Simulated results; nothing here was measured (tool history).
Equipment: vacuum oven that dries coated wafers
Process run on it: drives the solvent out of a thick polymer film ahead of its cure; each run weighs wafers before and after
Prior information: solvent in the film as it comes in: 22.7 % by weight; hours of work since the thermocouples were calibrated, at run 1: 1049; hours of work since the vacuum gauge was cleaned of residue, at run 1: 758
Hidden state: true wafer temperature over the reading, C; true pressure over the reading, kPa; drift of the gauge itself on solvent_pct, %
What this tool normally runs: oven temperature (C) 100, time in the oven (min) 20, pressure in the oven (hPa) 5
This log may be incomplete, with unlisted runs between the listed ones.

run	day	oven temperature (C)	time in the oven (min)	pressure in the oven (hPa)	hours of work since the thermocouples were calibrated	hours of work since the vacuum gauge was cleaned of residue	solvent left in the film (%)
1	0	100	20	5	1049	758	2.82
2	1.829	100	20	8.58	1067	776	3.08
3	4.55	100	20	8.58	1093	802	3.06
4	6.146	100	20	8.58	1109	818	3.07
5	8.717	100	20	8.58	1134	843	3.09
6	11.892	100	20	3.83	1165	873	2.76
7	13.688	100	20	3.83	1182	891	2.74
8	16.817	100	20	4	1213	921	2.77
9	18.546	100	20	5	1229	938	2.82
10	21.412	100	20	5	1257	966	2.81
11	23.379	100	20	5	1276	985	2.82
12	26.525	100	20	5	1307	1016	2.8
13	29.417	100	20	5	1335	1044	2.85
# day 30.075: oven's thermocouples calibrated
14	31.729	100	20	5	16	1066	3.29
15	34.458	100	20	5	43	1092	3.3
16	35.933	101	20	5	57	1107	2.98
17	37.867	101	20	5	76	1125	2.97
18	40.675	101	20	5	103	1153	2.98
19	42.5	101	20	4.47	121	1170	2.95
20	43.95	100	20	5	135	1185	3.29
21	46.279	100	20	5	158	1207	3.3
22	47.8	100	20	5	172	1222	3.3
23	50.562	100	31	5	199	1249	1.65
24	53.404	100	20	5	227	1276	3.3
25	56.133	110	11	7.53	253	1303	3.24
26	58.75	110	11	7.53	279	1328	3.24
27	61.162	109	11	19.36	302	1352	4.18
28	64.154	109	11	19.36	332	1381	4.18
29	66.442	105	14	13.76	354	1403	3.97
30	68.583	105	14	13.76	375	1424	3.96
31	70.696	105	24	11.09	395	1445	1.86
32	72.788	105	24	11.09	415	1465	1.86
33	74.471	105	29	3.12	432	1481	1.01
34	76.95	114	14	16.49	456	1506	1.88
35	79.025	111	28	4.24	476	1526	0.65
36	81.325	111	28	4.24	499	1548	0.67
37	82.917	97	28	3.54	514	1564	2.59
38	84.642	101	28	3.05	531	1580	1.63
39	87.458	101	28	3.05	558	1608	1.65
40	89.521	100	12	8.32	578	1628	6.43
# day 90.854: vacuum gauge cleaned of residue and calibrated
41	91.279	105	26	4.27	595	4	0.81
42	92.725	105	26	4.27	609	18	0.82

Estimate the outcome of run 43 from the log above:
43	94.25	95	25	9.32	624	33	?

Run 43 came out at solvent left in the film (%) 3.67.
Had the tool carried no hidden state, the very same run would have given solvent left in the film (%) 3.86.
